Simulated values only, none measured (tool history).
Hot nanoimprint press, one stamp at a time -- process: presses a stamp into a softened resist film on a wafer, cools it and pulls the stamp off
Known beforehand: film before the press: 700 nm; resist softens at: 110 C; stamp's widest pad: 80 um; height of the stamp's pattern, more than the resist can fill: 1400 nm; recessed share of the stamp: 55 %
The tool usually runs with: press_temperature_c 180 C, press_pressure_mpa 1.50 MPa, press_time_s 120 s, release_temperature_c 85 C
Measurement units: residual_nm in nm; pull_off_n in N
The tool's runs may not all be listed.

Run 1, hour 0.0: usual settings. Result: residual_nm 267.8 nm, pull_off_n 148 N.
Run 2, hour 13.2: usual settings. Result: residual_nm 265.0 nm, pull_off_n 141 N.
Run 3, hour 19.2: usual settings but release_temperature_c 77 C. Result: residual_nm 265.7 nm, pull_off_n 167 N.
Run 4, hour 25.4: usual settings but press_pressure_mpa 0.93 MPa. Result: residual_nm 328.2 nm, pull_off_n 147 N.
Run 5, hour 32.2: usual settings but press_pressure_mpa 2.34 MPa. Result: residual_nm 219.8 nm, pull_off_n 153 N.
Run 6, hour 45.1: usual settings. Result: residual_nm 270.8 nm, pull_off_n 149 N.
Run 7, hour 56.2: usual settings. Result: residual_nm 269.3 nm, pull_off_n 149 N.
Run 8, hour 63.0: usual settings. Result: residual_nm 271.0 nm, pull_off_n 148 N.
Run 9, hour 74.6: usual settings. Result: residual_nm 270.3 nm, pull_off_n 145 N.
Run 10, hour 85.2: usual settings but press_pressure_mpa 1.93 MPa. Result: residual_nm 244.8 nm, pull_off_n 163 N.
Run 11, hour 95.4: usual settings but press_temperature_c 184 C, press_pressure_mpa 1.93 MPa. Result: residual_nm 190.1 nm, pull_off_n 155 N.
Run 12, hour 108.7: usual settings but press_temperature_c 184 C, press_pressure_mpa 1.93 MPa. Result: residual_nm 193.9 nm, pull_off_n 154 N.
Run 13, hour 114.5: usual settings but press_temperature_c 184 C, press_pressure_mpa 1.23 MPa, press_time_s 63 s. Result: residual_nm 310.5 nm, pull_off_n 158 N.

Run 14 has not been measured yet. What should we expect?
Run 14, hour 126.4: usual settings but press_temperature_c 184 C, press_pressure_mpa 1.23 MPa, press_time_s 63 s. Result: residual_nm ?, pull_off_n ?.

{"run 14": {"residual_nm": 313.0, "pull_off_n": 166}}
Minus the tool's unlogged condition, the same run would have read residual_nm 287.7 nm, pull_off_n 143 N.

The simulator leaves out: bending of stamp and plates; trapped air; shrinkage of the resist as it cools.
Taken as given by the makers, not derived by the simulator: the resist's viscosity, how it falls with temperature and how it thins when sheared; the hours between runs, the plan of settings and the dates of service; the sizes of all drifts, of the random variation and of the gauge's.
